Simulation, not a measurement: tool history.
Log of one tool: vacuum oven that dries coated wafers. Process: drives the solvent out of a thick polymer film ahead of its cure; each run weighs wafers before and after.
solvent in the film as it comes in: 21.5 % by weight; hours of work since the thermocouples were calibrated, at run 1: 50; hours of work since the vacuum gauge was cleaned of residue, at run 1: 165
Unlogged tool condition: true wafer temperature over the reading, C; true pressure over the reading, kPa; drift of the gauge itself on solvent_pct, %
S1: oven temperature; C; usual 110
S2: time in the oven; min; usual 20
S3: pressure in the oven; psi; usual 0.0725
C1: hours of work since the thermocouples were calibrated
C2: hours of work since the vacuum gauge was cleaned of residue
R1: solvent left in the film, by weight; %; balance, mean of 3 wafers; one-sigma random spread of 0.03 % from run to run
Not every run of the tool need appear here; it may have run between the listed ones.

run	hour	S1	S2	S3	C1	C2	R1
1	0	110	20	0.0725	50	165	0.8
2	25	110	20	0.0725	61	176	0.83
3	36.8	110	20	0.0725	67	181	0.86
4	48.8	110	20	0.0725	72	187	0.91
5	61.5	110	20	0.0516	78	193	0.79
6	74.2	110	20	0.0516	84	198	0.78
7	92.2	110	20	0.0516	92	207	0.83
8	107.3	110	20	0.0516	99	213	0.82
9	131	110	20	0.0516	110	224	0.77
10	153.3	110	20	0.0516	120	234	0.79
11	174.9	110	20	0.0516	130	244	0.83
12	198.9	101	20	0.0725	140	255	2.55
13	217.3	112	20	0.0725	149	263	0.69
14	239.2	112	34	0.0795	159	273	0.34
15	254.6	117	16	0.104	166	280	0.65
16	277.9	117	16	0.104	176	291	0.67
17	306.2	117	16	0.104	189	304	0.62
18	334.4	117	16	0.104	202	317	0.67
19	361.6	123	12	0.104	214	329	0.6
20	386.1	115	13	0.0761	226	340	1.2
21	412.2	115	13	0.0761	237	352	1.24
22	439.9	120	10	0.1548	250	365	1.38
23	466.6	120	10	0.1548	262	377	1.44
24	492.3	110	16	0.0725	274	388	1.43
25	510.1	110	16	0.0725	282	397	1.43
26	528	110	16	0.0725	290	405	1.48

Forecast each of these 4 alternatives for the next run:
A	541.2	124	33	0.0408	296	411	?
B	541.2	122	15	0.0548	296	411	?
C	541.2	100	24	0.0725	296	411	?
D	541.2	110	16	0.1463	296	411	?

run	R1
A	0.11
B	0.34
C	2.07
D	1.71
Take away the tool's hidden state, keep each run's random variation, and the runs would have read:
run	R1
A	0.11
B	0.33
C	2.06
D	1.71

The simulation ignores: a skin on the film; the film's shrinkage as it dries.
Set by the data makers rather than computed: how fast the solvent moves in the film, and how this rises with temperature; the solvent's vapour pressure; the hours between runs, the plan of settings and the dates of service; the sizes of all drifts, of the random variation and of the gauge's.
